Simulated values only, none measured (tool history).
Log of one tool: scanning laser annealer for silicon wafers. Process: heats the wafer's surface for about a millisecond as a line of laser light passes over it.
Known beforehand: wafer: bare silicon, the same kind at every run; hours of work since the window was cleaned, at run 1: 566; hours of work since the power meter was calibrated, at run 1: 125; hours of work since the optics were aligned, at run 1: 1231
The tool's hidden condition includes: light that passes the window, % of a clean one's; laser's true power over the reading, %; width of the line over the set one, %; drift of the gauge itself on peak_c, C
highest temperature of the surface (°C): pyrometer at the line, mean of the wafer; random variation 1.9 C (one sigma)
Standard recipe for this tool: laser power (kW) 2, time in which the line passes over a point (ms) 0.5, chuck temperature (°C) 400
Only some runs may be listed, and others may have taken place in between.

run	hour	laser power (kW)	time in which the line passes over a point (ms)	chuck temperature (°C)	hours of work since the window was cleaned	hours of work since the power meter was calibrated	hours of work since the optics were aligned	highest temperature of the surface (°C)
1	0	2	0.5	400	566	125	1231	1174
2	8.7	2	0.5	400	573	132	1237	1173
3	15.4	2	0.5	400	578	137	1242	1172
4	28.7	2	0.5	400	588	147	1252	1168
5	42.2	2	0.5	400	598	157	1262	1170
6	55.3	1.966	0.5	400	608	167	1272	1155
7	67.3	1.966	0.5	400	617	176	1281	1158
8	75	2.108	0.5	400	623	182	1287	1215
9	85.1	2.108	0.5	400	630	189	1295	1211
10	96.3	2.108	0.5	400	639	198	1303	1212
11	109.5	2	0.5	400	649	208	1313	1169
12	121.7	2	0.5	400	658	217	1322	1168
13	134.2	2	0.5	400	667	226	1331	1166
14	145.7	2	0.5	400	676	235	1340	1166
15	154.6	2	0.5	400	682	241	1347	1168
16	165	2	0.5	400	690	249	1355	1169
17	171.8	2	0.5	400	695	254	1360	1169
18	182.6	2.083	0.489	400	703	262	1368	1193
19	195.2	2.044	0.444	382	713	272	1377	1123
20	209.2	2.162	0.444	404	723	282	1388	1189
21	216	1.85	0.431	377	729	288	1393	1035
22	225.2	2.169	0.569	387	736	295	1400	1271
23	239.6	2.05	0.566	378	746	305	1411	1209
24	254.2	2.05	0.566	378	757	316	1422	1210
25	265.8	1.726	0.363	400	766	325	1430	967
26	278.6	1.726	0.363	400	776	335	1440	968
27	291.2	1.726	0.363	400	785	344	1449	965
28	298.9	1.726	0.359	363	791	350	1455	926
29	306.9	2.096	0.359	363	797	356	1461	1052
30	319.1	1.832	0.374	417	806	365	1470	1027
31	331.7	1.832	0.374	417	816	375	1480	1024
32	343.3	2	0.5	428	824	383	1489	1191

4 options for the next run, each taken on its own from the tool as it stands now. Forecast them:
# hour 358.7: window over the wafer cleaned
A	359.9	2	0.5	439	1	394	1500	?
# hour 358.7: window over the wafer cleaned
B	359.9	2.094	0.5	405	1	394	1500	?
# hour 358.7: window over the wafer cleaned
C	359.9	2	0.533	428	1	394	1500	?
# hour 358.7: window over the wafer cleaned
D	359.9	2	0.5	412	1	394	1500	?

run	highest temperature of the surface (°C)
A	1222
B	1228
C	1239
D	1192
With no hidden state in the tool, these same runs would have given:
run	highest temperature of the surface (°C)
A	1236
B	1243
C	1253
D	1206
